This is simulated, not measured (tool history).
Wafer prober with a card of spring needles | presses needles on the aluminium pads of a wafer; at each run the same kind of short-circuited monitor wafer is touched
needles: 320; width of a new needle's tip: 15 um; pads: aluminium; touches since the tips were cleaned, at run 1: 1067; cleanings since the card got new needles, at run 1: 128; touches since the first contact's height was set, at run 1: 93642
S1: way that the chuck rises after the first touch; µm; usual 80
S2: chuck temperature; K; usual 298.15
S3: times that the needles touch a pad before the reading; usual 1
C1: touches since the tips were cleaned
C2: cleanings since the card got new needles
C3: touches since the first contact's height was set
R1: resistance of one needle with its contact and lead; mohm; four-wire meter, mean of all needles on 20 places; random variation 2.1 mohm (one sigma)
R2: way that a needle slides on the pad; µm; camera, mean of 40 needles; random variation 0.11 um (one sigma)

| run | hour | S1 | S2 | S3 | C1 | C2 | C3 | R1 | R2 |
|---|---|---|---|---|---|---|---|---|---|
| 1 | 0.0 | 80 | 298.15 | 1 | 1067 | 128 | 93642 | 224 | 19.24 |
|  | 4.2 | tips cleaned on abrasive film |
|  | 11.0 | tips cleaned on abrasive film |
|  | 17.9 | tips cleaned on abrasive film |
|  | 23.4 | tips cleaned on abrasive film |
| 2 | 24.0 | 94 | 298.15 | 1 | 378 | 132 | 109599 | 224 | 22.60 |
|  | 29.5 | tips cleaned on abrasive film |
|  | 36.4 | tips cleaned on abrasive film |
|  | 41.9 | tips cleaned on abrasive film |
|  | 48.8 | tips cleaned on abrasive film |
|  | 54.3 | tips cleaned on abrasive film |
| 3 | 59.0 | 80 | 298.15 | 1 | 3202 | 137 | 132966 | 224 | 19.04 |
|  | 60.5 | tips cleaned on abrasive film |
|  | 67.4 | tips cleaned on abrasive film |
|  | 74.2 | tips cleaned on abrasive film |
|  | 81.1 | tips cleaned on abrasive film |
|  | 88.0 | tips cleaned on abrasive film |
|  | 94.9 | tips cleaned on abrasive film |
|  | 101.7 | tips cleaned on abrasive film |
| 4 | 106.2 | 80 | 298.15 | 1 | 3051 | 144 | 164432 | 222 | 18.97 |
|  | 107.7 | tips cleaned on abrasive film |
|  | 113.2 | tips cleaned on abrasive film |
|  | 120.1 | tips cleaned on abrasive film |
|  | 125.6 | tips cleaned on abrasive film |
|  | 132.5 | tips cleaned on abrasive film |
| 5 | 135.0 | 80 | 298.15 | 1 | 1680 | 149 | 183527 | 223 | 18.84 |
|  | 139.1 | tips cleaned on abrasive film |
|  | 146.0 | tips cleaned on abrasive film |
|  | 152.9 | tips cleaned on abrasive film |
|  | 159.8 | tips cleaned on abrasive film |
| 6 | 164.6 | 80 | 298.15 | 1 | 3241 | 153 | 203267 | 226 | 18.91 |
|  | 166.0 | tips cleaned on abrasive film |
|  | 171.5 | tips cleaned on abrasive film |
|  | 178.4 | tips cleaned on abrasive film |
|  | 183.9 | tips cleaned on abrasive film |
|  | 190.8 | tips cleaned on abrasive film |
|  | 196.3 | tips cleaned on abrasive film |
|  | 203.2 | tips cleaned on abrasive film |
|  | 203.5 | height of the first contact set anew |
| 7 | 204.5 | 80 | 298.15 | 1 | 702 | 160 | 702 | 228 | 19.00 |
|  | 210.1 | tips cleaned on abrasive film |
|  | 216.9 | tips cleaned on abrasive film |
|  | 223.8 | tips cleaned on abrasive film |
|  | 229.5 | tips cleaned on abrasive film |
| 8 | 229.5 | 80 | 298.15 | 1 | 0 | 164 | 17342 | 224 | 18.77 |
|  | 236.4 | tips cleaned on abrasive film |
|  | 243.3 | tips cleaned on abrasive film |
|  | 250.2 | tips cleaned on abrasive film |
|  | 257.0 | tips cleaned on abrasive film |
|  | 262.5 | tips cleaned on abrasive film |
|  | 269.4 | tips cleaned on abrasive film |
| 9 | 269.9 | 80 | 298.15 | 1 | 349 | 170 | 44271 | 224 | 18.66 |
|  | 275.5 | tips cleaned on abrasive film |
|  | 281.0 | tips cleaned on abrasive film |
|  | 286.5 | tips cleaned on abrasive film |
|  | 293.4 | tips cleaned on abrasive film |
|  | 298.9 | tips cleaned on abrasive film |
|  | 305.8 | tips cleaned on abrasive film |
|  | 311.3 | tips cleaned on abrasive film |
| 10 | 315.7 | 80 | 298.15 | 1 | 3016 | 177 | 74784 | 223 | 18.84 |
|  | 317.2 | tips cleaned on abrasive film |
|  | 324.1 | tips cleaned on abrasive film |
|  | 329.6 | tips cleaned on abrasive film |
|  | 336.5 | tips cleaned on abrasive film |
|  | 342.0 | tips cleaned on abrasive film |
|  | 348.9 | tips cleaned on abrasive film |
|  | 355.7 | tips cleaned on abrasive film |
|  | 362.6 | tips cleaned on abrasive film |
| 11 | 362.7 | 67 | 298.15 | 1 | 68 | 185 | 106019 | 227 | 15.81 |
|  | 368.2 | tips cleaned on abrasive film |
|  | 375.1 | tips cleaned on abrasive film |
|  | 382.0 | tips cleaned on abrasive film |
|  | 387.5 | tips cleaned on abrasive film |
|  | 394.4 | tips cleaned on abrasive film |
|  | 401.3 | tips cleaned on abrasive film |
|  | 408.1 | tips cleaned on abrasive film |
| 12 | 409.3 | 67 | 298.15 | 1 | 791 | 192 | 137056 | 230 | 15.54 |
|  | 414.8 | tips cleaned on abrasive film |
|  | 421.7 | tips cleaned on abrasive film |
|  | 427.2 | tips cleaned on abrasive film |
| 13 | 430.8 | 92 | 307.15 | 1 | 2405 | 195 | 151377 | 223 | 21.41 |
|  | 433.6 | tips cleaned on abrasive film |
|  | 439.1 | tips cleaned on abrasive film |
|  | 446.0 | tips cleaned on abrasive film |
|  | 452.8 | tips cleaned on abrasive film |
|  | 459.7 | tips cleaned on abrasive film |
|  | 465.2 | tips cleaned on abrasive film |
|  | 469.3 | gauge calibrated |
|  | 472.0 | tips cleaned on abrasive film |
| 14 | 472.0 | 92 | 307.15 | 1 | 0 | 202 | 178829 | 225 | 22.04 |
|  | 477.6 | tips cleaned on abrasive film |
|  | 483.1 | tips cleaned on abrasive film |
|  | 490.0 | tips cleaned on abrasive film |
|  | 496.8 | tips cleaned on abrasive film |
|  | 503.7 | tips cleaned on abrasive film |
| 15 | 503.7 | 92 | 307.15 | 1 | 0 | 207 | 199901 | 221 | 22.07 |
|  | 510.6 | tips cleaned on abrasive film |
|  | 516.1 | tips cleaned on abrasive film |
|  | 523.0 | tips cleaned on abrasive film |
|  | 528.5 | tips cleaned on abrasive film |
| 16 | 528.7 | 68 | 311.15 | 1 | 141 | 211 | 216541 | 226 | 16.24 |
|  | 534.2 | tips cleaned on abrasive film |
|  | 541.1 | tips cleaned on abrasive film |
|  | 546.6 | tips cleaned on abrasive film |
|  | 546.9 | height of the first contact set anew |
|  | 553.8 | tips cleaned on abrasive film |
|  | 560.7 | tips cleaned on abrasive film |
| 17 | 561.1 | 68 | 311.15 | 1 | 286 | 216 | 9452 | 225 | 16.33 |
|  | 566.6 | tips cleaned on abrasive film |
|  | 573.5 | tips cleaned on abrasive film |
|  | 580.4 | tips cleaned on abrasive film |
| 18 | 584.5 | 68 | 311.15 | 1 | 2815 | 219 | 25098 | 227 | 16.12 |
|  | 586.0 | tips cleaned on abrasive film |
|  | 592.8 | tips cleaned on abrasive film |
|  | 599.7 | tips cleaned on abrasive film |
|  | 605.2 | tips cleaned on abrasive film |
| 19 | 610.2 | 68 | 311.15 | 1 | 3366 | 223 | 42218 | 226 | 16.20 |
|  | 611.7 | tips cleaned on abrasive film |
|  | 617.2 | tips cleaned on abrasive film |
|  | 624.1 | tips cleaned on abrasive film |
|  | 630.9 | tips cleaned on abrasive film |
|  | 637.8 | tips cleaned on abrasive film |
|  | 644.7 | tips cleaned on abrasive film |
| 20 | 646.0 | 72 | 345.15 | 2 | 901 | 229 | 66034 | 238 | 17.07 |
|  | 651.5 | tips cleaned on abrasive film |
|  | 658.4 | tips cleaned on abrasive film |
|  | 665.3 | tips cleaned on abrasive film |
|  | 670.8 | tips cleaned on abrasive film |
|  | 677.7 | tips cleaned on abrasive film |
|  | 683.2 | tips cleaned on abrasive film |
| 21 | 685.3 | 97 | 318.15 | 1 | 1422 | 235 | 92203 | 226 | 23.06 |
|  | 689.5 | tips cleaned on abrasive film |
|  | 695.0 | tips cleaned on abrasive film |
|  | 701.9 | tips cleaned on abrasive film |
|  | 708.7 | tips cleaned on abrasive film |
|  | 714.4 | tips cleaned on abrasive film |
| 22 | 714.4 | 68 | 298.15 | 2 | 0 | 240 | 111521 | 225 | 15.92 |
|  | 721.2 | tips cleaned on abrasive film |
|  | 726.8 | tips cleaned on abrasive film |
|  | 733.6 | tips cleaned on abrasive film |
| 23 | 735.8 | 68 | 298.15 | 2 | 1460 | 243 | 125809 | 225 | 16.09 |

The same runs without the tool's hidden state, with the same run-to-run variation:
The hidden state here: debris on the tips, nm; way that the needles fall short of the set height, um; tips' diameter, um; drift of the gauge itself on contact_mohm, %; drift of the gauge itself on scrub_um, %.
| run | R2 |
|---|---|
| 1 | 19.25 |
| 2 | 22.64 |
| 3 | 19.12 |
| 4 | 19.10 |
| 5 | 19.01 |
| 6 | 19.11 |
| 7 | 19.24 |
| 8 | 19.05 |
| 9 | 18.98 |
| 10 | 19.22 |
| 11 | 16.17 |
| 12 | 15.95 |
| 13 | 22.01 |
| 14 | 22.05 |
| 15 | 22.12 |
| 16 | 16.30 |
| 17 | 16.43 |
| 18 | 16.24 |
| 19 | 16.35 |
| 20 | 17.26 |
| 21 | 23.38 |
| 22 | 16.17 |
| 23 | 16.37 |
R1: within 1 mohm of the measured result in every run.
